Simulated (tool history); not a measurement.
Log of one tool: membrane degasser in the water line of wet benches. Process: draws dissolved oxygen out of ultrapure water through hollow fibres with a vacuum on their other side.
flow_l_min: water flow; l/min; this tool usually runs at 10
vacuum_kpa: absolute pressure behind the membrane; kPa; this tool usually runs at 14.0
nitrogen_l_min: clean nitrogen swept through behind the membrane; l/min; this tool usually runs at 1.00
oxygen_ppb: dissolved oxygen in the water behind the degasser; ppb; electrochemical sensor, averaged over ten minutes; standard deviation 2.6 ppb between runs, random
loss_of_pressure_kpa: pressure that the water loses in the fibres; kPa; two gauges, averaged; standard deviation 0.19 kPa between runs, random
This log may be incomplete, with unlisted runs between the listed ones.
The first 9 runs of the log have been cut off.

-- hour=261.2 vacuum gauge calibrated
run 10 hour=280.3 | flow_l_min=10 vacuum_kpa=14.0 nitrogen_l_min=2.28 | oxygen_ppb=129.4 loss_of_pressure_kpa=38.86
run 11 hour=322.1 | flow_l_min=10 vacuum_kpa=14.0 nitrogen_l_min=2.28 | oxygen_ppb=129.2 loss_of_pressure_kpa=39.41
run 12 hour=342.5 | flow_l_min=10 vacuum_kpa=14.0 nitrogen_l_min=2.28 | oxygen_ppb=130.2 loss_of_pressure_kpa=39.05
run 13 hour=365.1 | flow_l_min=10 vacuum_kpa=14.0 nitrogen_l_min=2.28 | oxygen_ppb=130.2 loss_of_pressure_kpa=39.33
run 14 hour=408.0 | flow_l_min=12 vacuum_kpa=14.0 nitrogen_l_min=2.28 | oxygen_ppb=163.4 loss_of_pressure_kpa=47.47
run 15 hour=434.2 | flow_l_min=8 vacuum_kpa=14.0 nitrogen_l_min=1.00 | oxygen_ppb=212.6 loss_of_pressure_kpa=31.35
run 16 hour=460.2 | flow_l_min=8 vacuum_kpa=14.0 nitrogen_l_min=0.51 | oxygen_ppb=382.1 loss_of_pressure_kpa=31.60
run 17 hour=486.8 | flow_l_min=8 vacuum_kpa=14.0 nitrogen_l_min=0.51 | oxygen_ppb=384.1 loss_of_pressure_kpa=31.17
run 18 hour=509.6 | flow_l_min=8 vacuum_kpa=14.0 nitrogen_l_min=0.51 | oxygen_ppb=388.8 loss_of_pressure_kpa=31.20
-- hour=514.8 vacuum gauge calibrated, once more
run 19 hour=532.1 | flow_l_min=14 vacuum_kpa=18.6 nitrogen_l_min=1.47 | oxygen_ppb=375.1 loss_of_pressure_kpa=55.08
run 20 hour=568.4 | flow_l_min=10 vacuum_kpa=26.9 nitrogen_l_min=1.00 | oxygen_ppb=554.0 loss_of_pressure_kpa=39.59
run 21 hour=616.5 | flow_l_min=10 vacuum_kpa=26.9 nitrogen_l_min=1.00 | oxygen_ppb=555.5 loss_of_pressure_kpa=39.42
run 22 hour=663.1 | flow_l_min=7 vacuum_kpa=8.4 nitrogen_l_min=2.80 | oxygen_ppb=36.6 loss_of_pressure_kpa=27.33
run 23 hour=697.3 | flow_l_min=7 vacuum_kpa=17.3 nitrogen_l_min=0.72 | oxygen_ppb=325.9 loss_of_pressure_kpa=27.33
run 24 hour=727.1 | flow_l_min=10 vacuum_kpa=14.0 nitrogen_l_min=1.10 | oxygen_ppb=241.9 loss_of_pressure_kpa=39.48
run 25 hour=760.8 | flow_l_min=10 vacuum_kpa=14.0 nitrogen_l_min=1.10 | oxygen_ppb=243.3 loss_of_pressure_kpa=39.52
run 26 hour=804.1 | flow_l_min=9 vacuum_kpa=23.2 nitrogen_l_min=0.89 | oxygen_ppb=474.3 loss_of_pressure_kpa=35.67
run 27 hour=845.0 | flow_l_min=8 vacuum_kpa=14.0 nitrogen_l_min=1.00 | oxygen_ppb=207.4 loss_of_pressure_kpa=31.20
run 28 hour=892.6 | flow_l_min=7 vacuum_kpa=14.0 nitrogen_l_min=2.74 | oxygen_ppb=73.3 loss_of_pressure_kpa=27.81
run 29 hour=939.9 | flow_l_min=9 vacuum_kpa=14.0 nitrogen_l_min=1.18 | oxygen_ppb=207.4 loss_of_pressure_kpa=35.58
run 30 hour=960.6 | flow_l_min=9 vacuum_kpa=18.0 nitrogen_l_min=1.51 | oxygen_ppb=223.1 loss_of_pressure_kpa=35.79
run 31 hour=1009.9 | flow_l_min=9 vacuum_kpa=18.0 nitrogen_l_min=1.45 | oxygen_ppb=231.5 loss_of_pressure_kpa=35.69
run 32 hour=1037.1 | flow_l_min=14 vacuum_kpa=23.0 nitrogen_l_min=0.85 | oxygen_ppb=725.7 loss_of_pressure_kpa=55.03

Predict each of these 3 candidate next runs independently; none follows another, all start after run 32:
run A hour=1071.1 | flow_l_min=14 vacuum_kpa=15.9 nitrogen_l_min=1.25 | oxygen_ppb=? loss_of_pressure_kpa=?
run B hour=1071.1 | flow_l_min=10 vacuum_kpa=11.3 nitrogen_l_min=2.69 | oxygen_ppb=? loss_of_pressure_kpa=?
run C hour=1071.1 | flow_l_min=11 vacuum_kpa=14.0 nitrogen_l_min=1.00 | oxygen_ppb=? loss_of_pressure_kpa=?

run=A oxygen_ppb=362.9 loss_of_pressure_kpa=55.29
run=B oxygen_ppb=88.8 loss_of_pressure_kpa=39.61
run=C oxygen_ppb=291.9 loss_of_pressure_kpa=43.20
With no hidden state in the tool, these same runs would have given:
run=A oxygen_ppb=353.9 loss_of_pressure_kpa=53.88
run=B oxygen_ppb=85.1 loss_of_pressure_kpa=38.60
run=C oxygen_ppb=285.1 loss_of_pressure_kpa=42.10

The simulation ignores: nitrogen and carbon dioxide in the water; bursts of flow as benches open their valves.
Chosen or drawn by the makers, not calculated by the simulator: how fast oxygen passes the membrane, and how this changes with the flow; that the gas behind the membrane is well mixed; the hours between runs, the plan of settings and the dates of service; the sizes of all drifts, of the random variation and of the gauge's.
